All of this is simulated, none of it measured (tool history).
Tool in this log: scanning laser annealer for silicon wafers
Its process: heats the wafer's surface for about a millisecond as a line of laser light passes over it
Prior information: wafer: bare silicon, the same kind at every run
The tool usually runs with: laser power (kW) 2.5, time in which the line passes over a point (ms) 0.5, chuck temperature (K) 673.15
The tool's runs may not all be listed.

run,day,laser power (kW),time in which the line passes over a point (ms),chuck temperature (K),highest temperature of the surface (K)
1,0,2.5,0.5,673.15,1462.15
2,1.188,2.5,0.5,673.15,1463.15
3,2.162,2.5,0.5,673.15,1460.15
4,3.45,2.582,0.5,673.15,1490.15
5,4.267,2.582,0.5,673.15,1489.15
6,5.812,2.582,0.5,673.15,1486.15
7,6.975,2.582,0.5,673.15,1486.15
8,7.967,2.582,0.5,673.15,1483.15
9,9.062,2.582,0.5,673.15,1483.15
10,10.333,2.5,0.5,673.15,1450.15
11,11.662,2.5,0.5,673.15,1451.15
12,12.496,2.5,0.5,673.15,1452.15
13,13.196,2.289,0.5,673.15,1368.15
14,14.042,2.289,0.5,673.15,1371.15
15,15.221,2.289,0.5,673.15,1369.15
16,16,2.5,0.5,673.15,1446.15
17,17.367,2.357,0.46,671.15,1358.15
18,18.546,2.357,0.46,671.15,1360.15
19,19.325,2.5,0.538,668.15,1467.15
# day 19.638: optics aligned, line set to its width
20,20.229,2.142,0.444,673.15,1269.15
21,21.283,2.396,0.553,641.15,1409.15
22,21.917,2.716,0.5,648.15,1493.15
23,23.267,2.716,0.5,648.15,1492.15
24,23.917,2.716,0.49,648.15,1483.15
25,25.05,2.183,0.479,648.15,1278.15
26,26.621,2.183,0.479,648.15,1279.15
27,27.279,2.183,0.479,648.15,1278.15
# day 28.129: optics aligned, line set to its width, once more
28,28.683,2.158,0.44,664.15,1267.15
29,30.121,2.158,0.468,687.15,1306.15

Predict the results of run 30:
30,31.417,2.158,0.468,687.15,?

For run 30 the tool returned highest temperature of the surface (K) 1309.15.
Had the tool carried no hidden state, the very same run would have given highest temperature of the surface (K) 1345.15.

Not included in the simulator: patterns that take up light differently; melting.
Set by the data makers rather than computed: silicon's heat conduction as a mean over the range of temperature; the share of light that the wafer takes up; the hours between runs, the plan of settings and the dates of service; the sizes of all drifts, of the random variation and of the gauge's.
